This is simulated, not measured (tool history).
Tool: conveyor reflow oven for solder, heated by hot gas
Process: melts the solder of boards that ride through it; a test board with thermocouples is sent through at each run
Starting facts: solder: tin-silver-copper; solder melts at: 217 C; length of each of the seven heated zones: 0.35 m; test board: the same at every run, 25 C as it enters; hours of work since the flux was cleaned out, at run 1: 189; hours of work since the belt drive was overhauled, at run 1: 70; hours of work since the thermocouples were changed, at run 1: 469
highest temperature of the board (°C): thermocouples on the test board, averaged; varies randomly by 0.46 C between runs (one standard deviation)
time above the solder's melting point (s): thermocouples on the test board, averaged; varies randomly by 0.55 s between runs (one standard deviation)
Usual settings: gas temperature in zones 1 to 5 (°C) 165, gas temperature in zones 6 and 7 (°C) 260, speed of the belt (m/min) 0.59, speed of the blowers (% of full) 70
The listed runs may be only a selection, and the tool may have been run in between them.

run	hour	gas temperature in zones 1 to 5 (°C)	gas temperature in zones 6 and 7 (°C)	speed of the belt (m/min)	speed of the blowers (% of full)	hours of work since the flux was cleaned out	hours of work since the belt drive was overhauled	hours of work since the thermocouples were changed	highest temperature of the board (°C)	time above the solder's melting point (s)
1	0	165	260	0.59	70	189	70	469	239.8	38.6
2	9.4	165	260	0.59	70	194	74	473	239.8	38.5
3	15.6	165	260	0.59	70	197	77	476	240.4	38.6
4	21.2	165	260	0.59	70	199	80	479	240.9	39.5
5	30.3	165	260	0.59	70	204	84	483	239.6	37.8
6	38.6	165	260	0.59	70	207	88	487	240.3	39.3
7	47.4	165	260	0.59	75	212	92	491	241.9	41
8	55.7	165	260	0.59	87	215	96	495	244.4	44.8
9	64.2	167	258	0.541	85	219	100	499	245.4	51
10	75.3	167	258	0.541	85	225	105	504	245.6	51.3
11	86.3	167	258	0.541	85	230	110	509	245	50.4
# hour 91: belt drive overhauled, speed set with a stopwatch
12	96.2	165	268	0.474	75	233	2	512	256	65.8
13	106.8	165	272	0.528	70	238	7	517	253.8	57.1
14	119.6	165	272	0.478	74	244	13	523	257.7	68.8
# hour 126.3: belt drive overhauled, speed set with a stopwatch, once more
15	129.9	178	255	0.566	70	246	2	526	240.3	44.5

Alternative continuations, all from the tool just after run 15; predict every row:
A	137.2	155	255	0.616	70	250	5	529	?	?
B	137.2	165	268	0.708	85	250	5	529	?	?
C	137.2	167	255	0.566	70	250	5	529	?	?

run	highest temperature of the board (°C)	time above the solder's melting point (s)
A	232.6	24.4
B	243.2	35.3
C	237.7	38.6
Had the tool no hidden state, the same runs would have come out as:
run	highest temperature of the board (°C)	time above the solder's melting point (s)
A	233.5	26.2
B	244.6	36.9
C	238.2	40
